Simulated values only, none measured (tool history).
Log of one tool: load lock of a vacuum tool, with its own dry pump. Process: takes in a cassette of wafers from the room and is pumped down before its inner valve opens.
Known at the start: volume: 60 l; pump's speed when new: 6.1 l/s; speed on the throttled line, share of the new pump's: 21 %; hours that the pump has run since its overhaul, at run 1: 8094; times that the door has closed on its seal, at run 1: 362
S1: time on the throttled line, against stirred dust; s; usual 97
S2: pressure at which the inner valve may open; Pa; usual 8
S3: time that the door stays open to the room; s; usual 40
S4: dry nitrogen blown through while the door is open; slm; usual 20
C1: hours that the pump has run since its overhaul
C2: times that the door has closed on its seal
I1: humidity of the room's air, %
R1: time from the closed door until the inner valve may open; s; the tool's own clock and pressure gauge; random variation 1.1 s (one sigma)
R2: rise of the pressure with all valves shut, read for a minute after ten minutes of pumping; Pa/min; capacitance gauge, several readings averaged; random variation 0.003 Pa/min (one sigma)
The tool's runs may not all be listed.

run	hour	S1	S2	S3	S4	C1	C2	I1	R1	R2
1	0.0	97	8	40	20	8094	362	46.8	176.2	0.019
2	40.8	97	8	40	6	8135	412	43.6	176.0	0.032
3	124.7	76	8	40	20	8219	517	47.0	160.2	0.025
4	175.0	76	8	40	20	8269	579	44.6	160.8	0.022
5	248.4	76	8	40	20	8343	670	44.2	159.2	0.022
6	320.2	76	8	40	20	8415	760	46.2	159.3	0.017
7	397.7	76	8	40	5	8492	856	45.2	160.5	0.038
8	437.0	97	7	40	20	8531	905	43.0	178.2	0.019
9	481.1	97	7	40	10	8575	959	44.1	176.0	0.032
10	566.9	97	8	40	12	8661	1066	45.4	175.4	0.033
11	643.8	97	8	40	12	8738	1162	48.2	178.2	0.035
12	692.9	97	8	40	43	8787	1223	43.1	176.5	0.007
13	786.0	97	8	40	43	8880	1338	43.3	175.4	0.013
14	858.4	97	8	40	43	8953	1428	44.2	175.8	0.018
15	931.4	97	8	40	43	9026	1519	44.5	176.8	0.013
16	991.3	97	8	40	43	9086	1593	44.5	175.9	0.016
17	1067.7	97	8	40	43	9162	1688	42.2	178.0	0.019
18	1122.0	97	7	40	20	9216	1756	44.8	177.0	0.023
19	1182.0	97	7	40	20	9276	1830	42.7	179.4	0.025
20	1233.0	97	7	40	20	9327	1894	42.4	179.7	0.021
21	1297.3	97	8	138	5	9392	1973	44.8	176.5	0.075
22	1370.2	88	8	29	9	9465	2064	45.4	169.4	0.034
23	1458.2	88	8	29	9	9553	2173	42.7	169.5	0.030
24	1519.2	59	9	30	19	9614	2249	44.8	145.7	0.025
25	1603.6	59	6	30	5	9698	2354	43.0	150.8	0.039
26	1656.3	97	8	131	20	9751	2419	44.3	176.9	0.045
27	1747.3	84	11	40	20	9842	2533	47.1	163.6	0.032
28	1798.8	84	11	40	20	9893	2597	43.7	162.3	0.028
29	1887.3	78	9	145	20	9982	2706	47.4	160.1	0.054
30	1939.5	78	9	43	8	10034	2771	41.2	161.3	0.037
31	2006.0	78	9	43	8	10100	2854	44.3	161.3	0.038
32	2068.6	78	7	87	8	10163	2932	42.1	164.0	0.057
33	2109.1	78	7	87	8	10204	2982	43.5	164.0	0.056
34	2153.7	185	9	32	16	10248	3037	47.3	245.4	0.031
35	2246.5	178	11	49	12	10341	3153	46.7	238.7	0.040
36	2318.3	48	8	48	18	10413	3242	43.9	139.5	0.035
37	2366.0	48	8	48	18	10460	3301	46.0	140.1	0.035

4 ways to go on from here, each from the tool as it stands after run 37. What would each give?
A	2449.1	48	6	26	18	10544	3404	41.4	?	?
B	2449.1	97	10	198	12	10544	3404	43.4	?	?
C	2449.1	50	10	48	18	10544	3404	45.4	?	?
D	2449.1	97	13	40	4	10544	3404	46.9	?	?

run	R1	R2
A	142.4	0.026
B	174.5	0.071
C	138.2	0.036
D	170.8	0.054
Without the tool's hidden state the same runs would have given:
run	R1	R2
A	134.9	0.014
B	168.2	0.059
C	131.1	0.023
D	164.8	0.042
